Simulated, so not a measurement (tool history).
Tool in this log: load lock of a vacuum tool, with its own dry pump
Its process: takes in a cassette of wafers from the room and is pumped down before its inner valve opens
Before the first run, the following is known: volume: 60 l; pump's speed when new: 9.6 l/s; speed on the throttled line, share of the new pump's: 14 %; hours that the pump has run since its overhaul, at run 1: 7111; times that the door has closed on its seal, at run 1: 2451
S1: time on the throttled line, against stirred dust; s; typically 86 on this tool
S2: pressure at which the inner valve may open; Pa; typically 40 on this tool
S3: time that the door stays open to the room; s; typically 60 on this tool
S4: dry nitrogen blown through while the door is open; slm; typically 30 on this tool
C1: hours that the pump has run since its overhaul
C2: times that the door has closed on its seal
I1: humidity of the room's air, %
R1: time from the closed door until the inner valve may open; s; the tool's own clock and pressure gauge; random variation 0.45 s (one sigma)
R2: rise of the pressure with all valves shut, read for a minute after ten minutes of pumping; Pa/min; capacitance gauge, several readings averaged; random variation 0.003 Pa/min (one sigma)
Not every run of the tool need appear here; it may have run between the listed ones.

run 1 day=0 | S1=86 S2=40 S3=60 S4=30 | C1=7111 C2=2451 | I1=45.9 | R1=125.1 R2=0.045
run 2 day=2.1 | S1=108 S2=40 S3=60 S4=30 | C1=7162 C2=2578 | I1=44.4 | R1=144.8 R2=0.045
run 3 day=4.512 | S1=108 S2=40 S3=60 S4=30 | C1=7220 C2=2723 | I1=43.3 | R1=144.7 R2=0.042
run 4 day=7.979 | S1=85 S2=40 S3=60 S4=30 | C1=7303 C2=2932 | I1=47.2 | R1=124.3 R2=0.045
run 5 day=10.967 | S1=85 S2=40 S3=60 S4=30 | C1=7375 C2=3111 | I1=45 | R1=125.3 R2=0.05
run 6 day=14.508 | S1=85 S2=40 S3=60 S4=30 | C1=7460 C2=3324 | I1=42.3 | R1=124.4 R2=0.048
run 7 day=16.242 | S1=85 S2=40 S3=60 S4=30 | C1=7501 C2=3429 | I1=45.5 | R1=124.4 R2=0.047
run 8 day=18.838 | S1=85 S2=40 S3=60 S4=30 | C1=7563 C2=3585 | I1=43.1 | R1=125 R2=0.048
run 9 day=21.821 | S1=85 S2=40 S3=60 S4=30 | C1=7635 C2=3765 | I1=48 | R1=125.2 R2=0.06
run 10 day=25.346 | S1=85 S2=40 S3=60 S4=30 | C1=7720 C2=3977 | I1=43.3 | R1=123.9 R2=0.05
run 11 day=28.546 | S1=85 S2=40 S3=60 S4=30 | C1=7796 C2=4169 | I1=46.8 | R1=125.6 R2=0.049
run 12 day=30.675 | S1=85 S2=40 S3=60 S4=30 | C1=7848 C2=4297 | I1=46.2 | R1=124.9 R2=0.051
run 13 day=33.371 | S1=85 S2=40 S3=60 S4=30 | C1=7912 C2=4460 | I1=42.5 | R1=125.4 R2=0.047
run 14 day=36.738 | S1=85 S2=40 S3=60 S4=30 | C1=7993 C2=4662 | I1=43.6 | R1=124.4 R2=0.05
run 15 day=39.767 | S1=86 S2=40 S3=60 S4=30 | C1=8066 C2=4845 | I1=49 | R1=125.9 R2=0.051
run 16 day=41.529 | S1=108 S2=40 S3=60 S4=30 | C1=8108 C2=4951 | I1=46.6 | R1=144.7 R2=0.053
run 17 day=45.138 | S1=86 S2=40 S3=60 S4=9 | C1=8195 C2=5168 | I1=45.4 | R1=125.8 R2=0.073
run 18 day=47 | S1=86 S2=40 S3=60 S4=9 | C1=8239 C2=5280 | I1=44.7 | R1=125.8 R2=0.066
run 19 day=49.929 | S1=86 S2=40 S3=60 S4=9 | C1=8310 C2=5456 | I1=43.7 | R1=126.7 R2=0.065
run 20 day=51.871 | S1=163 S2=40 S3=60 S4=8 | C1=8356 C2=5573 | I1=45.5 | R1=193.6 R2=0.064
run 21 day=53.779 | S1=163 S2=40 S3=60 S4=8 | C1=8402 C2=5688 | I1=44.8 | R1=192.3 R2=0.063
run 22 day=55.579 | S1=163 S2=40 S3=60 S4=8 | C1=8445 C2=5796 | I1=44.9 | R1=192.9 R2=0.07
run 23 day=57.571 | S1=163 S2=40 S3=60 S4=8 | C1=8493 C2=5916 | I1=41.3 | R1=191.3 R2=0.069
run 24 day=59.267 | S1=163 S2=49 S3=60 S4=8 | C1=8534 C2=6018 | I1=47.2 | R1=190.7 R2=0.074
run 25 day=60.792 | S1=103 S2=49 S3=99 S4=8 | C1=8570 C2=6110 | I1=40.8 | R1=138.2 R2=0.092
run 26 day=64.354 | S1=63 S2=61 S3=70 S4=9 | C1=8656 C2=6324 | I1=49 | R1=103.8 R2=0.086
run 27 day=67.808 | S1=86 S2=35 S3=60 S4=30 | C1=8739 C2=6532 | I1=47.5 | R1=126.8 R2=0.054
run 28 day=69.783 | S1=86 S2=35 S3=60 S4=30 | C1=8786 C2=6651 | I1=44.9 | R1=126.4 R2=0.049
run 29 day=71.829 | S1=86 S2=76 S3=41 S4=30 | C1=8835 C2=6774 | I1=44.6 | R1=121.4 R2=0.043
run 30 day=73.875 | S1=86 S2=76 S3=41 S4=30 | C1=8884 C2=6897 | I1=43.3 | R1=120.8 R2=0.046
run 31 day=76.058 | S1=86 S2=40 S3=50 S4=30 | C1=8937 C2=7029 | I1=45.2 | R1=125.6 R2=0.051
run 32 day=78.904 | S1=86 S2=40 S3=50 S4=30 | C1=9005 C2=7200 | I1=40.1 | R1=126.2 R2=0.045
run 33 day=82.588 | S1=86 S2=40 S3=50 S4=30 | C1=9093 C2=7422 | I1=43.3 | R1=126.6 R2=0.052
run 34 day=86.258 | S1=86 S2=40 S3=50 S4=30 | C1=9182 C2=7643 | I1=40.8 | R1=126.5 R2=0.047
run 35 day=89.838 | S1=86 S2=70 S3=165 S4=30 | C1=9267 C2=7858 | I1=45.1 | R1=122.1 R2=0.102
run 36 day=92.996 | S1=86 S2=76 S3=165 S4=43 | C1=9343 C2=8048 | I1=45.2 | R1=122 R2=0.09

Here are 4 independent what-if runs from the current tool condition. What would each one return?
run A day=95.179 | S1=58 S2=56 S3=30 S4=43 | C1=9396 C2=8179 | I1=47.2 | R1=? R2=?
run B day=95.179 | S1=86 S2=40 S3=60 S4=8 | C1=9396 C2=8179 | I1=43.9 | R1=? R2=?
run C day=95.179 | S1=86 S2=33 S3=60 S4=14 | C1=9396 C2=8179 | I1=45.4 | R1=? R2=?
run D day=95.179 | S1=98 S2=50 S3=60 S4=11 | C1=9396 C2=8179 | I1=46.8 | R1=? R2=?

run=A R1=100.3 R2=0.044
run=B R1=125.7 R2=0.079
run=C R1=127.8 R2=0.074
run=D R1=135.9 R2=0.077
The same runs, with their run-to-run variation unchanged, on a tool lacking any hidden condition would have given:
run=A R1=97.6 R2=0.023
run=B R1=123.2 R2=0.058
run=C R1=125.1 R2=0.052
run=D R1=133.5 R2=0.056
